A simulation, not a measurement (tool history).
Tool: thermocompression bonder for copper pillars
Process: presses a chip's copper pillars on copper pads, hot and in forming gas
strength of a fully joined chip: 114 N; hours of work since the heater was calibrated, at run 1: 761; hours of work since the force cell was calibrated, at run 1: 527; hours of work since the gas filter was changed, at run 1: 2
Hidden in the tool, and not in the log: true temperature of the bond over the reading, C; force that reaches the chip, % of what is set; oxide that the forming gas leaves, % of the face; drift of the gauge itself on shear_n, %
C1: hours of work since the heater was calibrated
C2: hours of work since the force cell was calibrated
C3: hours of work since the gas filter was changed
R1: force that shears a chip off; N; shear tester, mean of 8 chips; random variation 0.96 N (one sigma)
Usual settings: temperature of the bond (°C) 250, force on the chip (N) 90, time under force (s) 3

run 1 hour=0.0 | temperature_of_the_bond_(°C)=250 force_on_the_chip_(N)=90 time_under_force_(s)=3 | C1=761 C2=527 C3=2 | R1=81.2
run 2 hour=48.4 | temperature_of_the_bond_(°C)=250 force_on_the_chip_(N)=90 time_under_force_(s)=3 | C1=798 C2=564 C3=39 | R1=80.0
run 3 hour=91.7 | temperature_of_the_bond_(°C)=250 force_on_the_chip_(N)=90 time_under_force_(s)=2 | C1=831 C2=598 C3=72 | R1=71.2
run 4 hour=180.5 | temperature_of_the_bond_(°C)=250 force_on_the_chip_(N)=90 time_under_force_(s)=2 | C1=899 C2=666 C3=140 | R1=70.8
run 5 hour=276.0 | temperature_of_the_bond_(°C)=277 force_on_the_chip_(N)=90 time_under_force_(s)=3 | C1=973 C2=739 C3=214 | R1=94.4
-- hour=303.4 forming gas filter changed
run 6 hour=368.1 | temperature_of_the_bond_(°C)=243 force_on_the_chip_(N)=77 time_under_force_(s)=2 | C1=1043 C2=809 C3=50 | R1=58.1
run 7 hour=425.4 | temperature_of_the_bond_(°C)=243 force_on_the_chip_(N)=77 time_under_force_(s)=2 | C1=1087 C2=853 C3=94 | R1=58.6
run 8 hour=487.9 | temperature_of_the_bond_(°C)=237 force_on_the_chip_(N)=110 time_under_force_(s)=3 | C1=1135 C2=901 C3=142 | R1=78.2
run 9 hour=535.8 | temperature_of_the_bond_(°C)=237 force_on_the_chip_(N)=134 time_under_force_(s)=7 | C1=1172 C2=938 C3=178 | R1=101.1
-- hour=613.2 forming gas filter changed
-- hour=629.8 force cell calibrated
run 10 hour=638.8 | temperature_of_the_bond_(°C)=250 force_on_the_chip_(N)=124 time_under_force_(s)=3 | C1=1249 C2=7 C3=19 | R1=97.9

3 ways to go on from here, each from the tool as it stands after run 10. What would each give?
run A hour=698.3 | temperature_of_the_bond_(°C)=236 force_on_the_chip_(N)=105 time_under_force_(s)=3 | C1=1295 C2=53 C3=64 | R1=?
run B hour=698.3 | temperature_of_the_bond_(°C)=250 force_on_the_chip_(N)=91 time_under_force_(s)=9 | C1=1295 C2=53 C3=64 | R1=?
run C hour=698.3 | temperature_of_the_bond_(°C)=246 force_on_the_chip_(N)=124 time_under_force_(s)=5 | C1=1295 C2=53 C3=64 | R1=?

run=A R1=82.1
run=B R1=101.2
run=C R1=101.8
Without the tool's hidden state the same runs would have given:
run=A R1=79.3
run=B R1=100.1
run=C R1=100.7
